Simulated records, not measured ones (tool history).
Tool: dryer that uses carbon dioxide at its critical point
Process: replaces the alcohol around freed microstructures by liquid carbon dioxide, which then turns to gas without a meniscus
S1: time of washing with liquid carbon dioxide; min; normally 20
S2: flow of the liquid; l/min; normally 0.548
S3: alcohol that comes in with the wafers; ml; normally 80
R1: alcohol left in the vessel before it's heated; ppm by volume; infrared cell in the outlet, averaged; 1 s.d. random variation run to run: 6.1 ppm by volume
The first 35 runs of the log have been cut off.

run,hour,S1,S2,S3,R1
36,458.2,30,0.850,53,36
37,473.0,20,0.548,43,320
38,489.3,28,0.563,43,69
# hour 492.1: inlet filter changed
39,505.3,25,0.415,108,484
40,516.4,25,0.415,108,527
41,525.0,20,0.548,111,372
42,532.8,17,0.701,36,106
43,542.7,25,0.712,34,41
44,558.6,15,0.712,24,122
45,571.9,15,0.712,24,109

Branching from run 45: 3 alternative next runs. What would each branch give?
A,579.2,15,0.914,24,?
B,579.2,21,0.735,116,?
C,579.2,20,0.548,27,?

run,R1
A,62
B,79
C,125
Without the tool's hidden state the same runs would have given:
run,R1
A,24
B,37
C,81
